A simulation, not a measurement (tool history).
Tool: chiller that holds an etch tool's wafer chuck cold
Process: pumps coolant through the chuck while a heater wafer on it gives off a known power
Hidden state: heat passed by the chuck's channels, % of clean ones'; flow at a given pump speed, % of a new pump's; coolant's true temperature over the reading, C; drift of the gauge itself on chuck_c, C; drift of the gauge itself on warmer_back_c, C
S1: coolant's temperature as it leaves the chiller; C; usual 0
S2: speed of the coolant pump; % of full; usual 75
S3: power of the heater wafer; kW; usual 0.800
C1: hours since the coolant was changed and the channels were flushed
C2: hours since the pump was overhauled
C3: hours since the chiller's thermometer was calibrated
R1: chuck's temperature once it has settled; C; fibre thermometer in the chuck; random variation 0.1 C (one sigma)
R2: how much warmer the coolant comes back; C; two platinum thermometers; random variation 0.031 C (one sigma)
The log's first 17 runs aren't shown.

Run 18, day 90.138: usual settings but S1 -4 C, S2 91 % of full, S3 0.809 kW; C1 5684; C2 3454; C3 1625. Result: R1 1.3 C, R2 2.34 C.
Run 19, day 94.367: usual settings but S1 -4 C, S2 91 % of full, S3 0.809 kW; C1 5785; C2 3556; C3 1727. Result: R1 1.2 C, R2 2.32 C.
Run 20, day 99.621: usual settings but S2 83 % of full; C1 5911; C2 3682; C3 1853. Result: R1 5.5 C, R2 2.48 C.
Run 21, day 106.088: usual settings but S2 96 % of full, S3 0.862 kW; C1 6067; C2 3837; C3 2008. Result: R1 5.4 C, R2 2.36 C.
Run 22, day 113.746: usual settings but S1 4 C, S2 67 % of full, S3 0.737 kW; C1 6250; C2 4021; C3 2192. Result: R1 9.9 C, R2 2.83 C.
Run 23, day 119.171: usual settings but S1 -8 C, S2 72 % of full, S3 0.661 kW; C1 6381; C2 4151; C3 2322. Result: R1 -2.9 C, R2 2.44 C.
Run 24, day 126.867: usual settings but S1 -8 C, S2 72 % of full, S3 0.661 kW; C1 6565; C2 4336; C3 2507. Result: R1 -2.7 C, R2 2.40 C.
Run 25, day 131.317: usual settings but S1 -1 C, S2 66 % of full, S3 1.032 kW; C1 6672; C2 4442; C3 2614. Result: R1 7.9 C, R2 4.16 C.
Run 26, day 135.725: usual settings but S1 -1 C, S2 66 % of full, S3 1.032 kW; C1 6778; C2 4548; C3 2720. Result: R1 7.9 C, R2 4.18 C.
Run 27, day 141.283: usual settings but S1 2 C, S2 96 % of full, S3 0.925 kW; C1 6911; C2 4682; C3 2853. Result: R1 7.7 C, R2 2.58 C.
Run 28, day 145.008: usual settings but S1 2 C, S2 63 % of full, S3 0.409 kW; C1 7001; C2 4771; C3 2942. Result: R1 5.4 C, R2 1.69 C.
Run 29, day 150.821: usual settings but S1 -2 C; C1 7140; C2 4911; C3 3082. Result: R1 4.1 C, R2 2.85 C.
Run 30, day 154.488: usual settings but S1 -3 C, S2 76 % of full, S3 0.675 kW; C1 7228; C2 4999; C3 3170. Result: R1 1.9 C, R2 2.32 C.
Run 31, day 159.688: usual settings but S1 -3 C, S2 70 % of full, S3 0.675 kW; C1 7353; C2 5123; C3 3295. Result: R1 2.3 C, R2 2.52 C.
At day 163.796: coolant changed, channels flushed.
Run 32, day 163.796: usual settings but S1 -7 C, S2 87 % of full, S3 0.622 kW; C1 0; C2 5216; C3 3387. Result: R1 -3.5 C, R2 1.91 C.

3 ways to go on from here, each from the tool as it stands after run 32. What would each give?
Run A, day 171.204: usual settings but S1 -7 C, S2 82 % of full, S3 0.622 kW; C1 178; C2 5394; C3 3565. Result: R1 ?, R2 ?.
Run B, day 171.204: usual settings but S1 10 C, S2 65 % of full, S3 0.419 kW; C1 178; C2 5394; C3 3565. Result: R1 ?, R2 ?.
Run C, day 171.204: usual settings but S1 -7 C, S2 67 % of full, S3 0.627 kW; C1 178; C2 5394; C3 3565. Result: R1 ?, R2 ?.

run    R1    R2
  A  -3.2  2.04
  B  13.0  1.67
  C  -2.6  2.50
Without the tool's hidden state the same runs would have given:
run    R1    R2
  A  -3.0  1.88
  B  13.3  1.54
  C  -2.4  2.30

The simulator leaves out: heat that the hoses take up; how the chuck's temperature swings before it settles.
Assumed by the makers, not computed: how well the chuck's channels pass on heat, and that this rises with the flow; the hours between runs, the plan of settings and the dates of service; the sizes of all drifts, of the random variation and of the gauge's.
